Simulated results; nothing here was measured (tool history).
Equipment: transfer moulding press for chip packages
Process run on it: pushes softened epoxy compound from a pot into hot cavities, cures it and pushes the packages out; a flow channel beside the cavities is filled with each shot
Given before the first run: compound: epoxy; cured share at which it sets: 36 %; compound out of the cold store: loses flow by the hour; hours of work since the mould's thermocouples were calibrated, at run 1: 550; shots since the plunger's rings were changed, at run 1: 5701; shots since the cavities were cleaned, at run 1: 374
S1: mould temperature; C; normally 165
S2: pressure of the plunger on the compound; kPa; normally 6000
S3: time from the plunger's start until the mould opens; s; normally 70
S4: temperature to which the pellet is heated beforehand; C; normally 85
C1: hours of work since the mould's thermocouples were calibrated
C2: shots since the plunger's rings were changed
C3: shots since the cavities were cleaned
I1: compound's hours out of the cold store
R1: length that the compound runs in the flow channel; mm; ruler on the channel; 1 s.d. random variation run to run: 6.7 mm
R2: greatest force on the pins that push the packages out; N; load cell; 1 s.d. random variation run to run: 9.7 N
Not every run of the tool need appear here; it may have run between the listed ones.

run	day	S1	S2	S3	S4	C1	C2	C3	I1	R1	R2
1	0	165	6000	70	85	550	5701	374	29.5	755	443
# day 1.062: cavities cleaned with cleaning compound and waxed
2	2.433	165	6000	70	85	584	6540	485	39.5	732	448
# day 3.154: cavities cleaned with cleaning compound and waxed
# day 3.817: plunger's sealing rings changed
3	4.929	165	6000	70	87	616	393	592	15.4	773	443
# day 5.283: cavities cleaned with cleaning compound and waxed
# day 7.371: cavities cleaned with cleaning compound and waxed
4	7.371	166	6000	70	85	649	1213	0	43.7	731	412
# day 8.796: mould's thermocouples calibrated
# day 9.421: cavities cleaned with cleaning compound and waxed
5	9.475	166	6000	70	85	9	1907	20	42.8	722	424
6	10.533	165	6000	70	80	24	2281	394	13.4	768	464
# day 11.462: cavities cleaned with cleaning compound and waxed
7	11.875	165	6000	70	76	42	2734	147	22.9	768	447
8	13.083	165	6000	70	85	58	3161	574	22.3	763	452
# day 13.488: cavities cleaned with cleaning compound and waxed
9	14.196	165	6000	70	85	73	3533	250	18.7	764	435
# day 15.492: cavities cleaned with cleaning compound and waxed
10	16.238	165	6000	70	85	101	4234	264	39.1	729	434
# day 17.467: cavities cleaned with cleaning compound and waxed
11	17.696	165	6000	70	85	121	4727	80	31.1	742	428
12	19.292	165	6000	70	85	143	5292	645	20.3	758	444
# day 19.546: cavities cleaned with cleaning compound and waxed
13	20.446	165	6000	70	85	158	5679	319	13.3	788	463
# day 21.533: cavities cleaned with cleaning compound and waxed
14	21.533	165	5940	70	76	173	6041	0	29.3	744	437
15	23.258	165	5940	70	76	197	6653	612	13.5	787	469
# day 23.488: cavities cleaned with cleaning compound and waxed
# day 24.162: plunger's sealing rings changed
16	24.942	162	4940	98	76	218	276	478	12.8	726	362
# day 25.579: cavities cleaned with cleaning compound and waxed
17	26.562	162	4940	98	77	240	828	349	23	711	364
# day 27.625: cavities cleaned with cleaning compound and waxed
18	27.938	161	5120	70	79	259	1293	112	31.9	709	613
# day 29.721: cavities cleaned with cleaning compound and waxed
19	29.9	167	4660	70	86	285	1965	63	17.8	676	394
20	30.883	166	6680	79	85	299	2313	411	22.9	811	382
# day 31.717: cavities cleaned with cleaning compound and waxed
21	32.85	165	5150	70	85	326	2987	402	34.3	688	417
# day 33.771: cavities cleaned with cleaning compound and waxed
22	34.258	165	5150	70	85	345	3463	172	20.3	704	440
# day 35.821: cavities cleaned with cleaning compound and waxed
23	36.229	165	5150	70	85	372	4139	144	33.9	701	460
24	37.629	165	4800	70	85	391	4634	639	30.8	674	432

What does the tool deliver on the next run?
# day 37.912: cavities cleaned with cleaning compound and waxed
25	39.171	165	6000	97	95	412	5158	446	41.6	?	?

Run 25 produced R1 735 mm, R2 374 N.
With the hidden condition absent and the run-to-run variation left alone, this run would have shown R1 736 mm, R2 371 N.
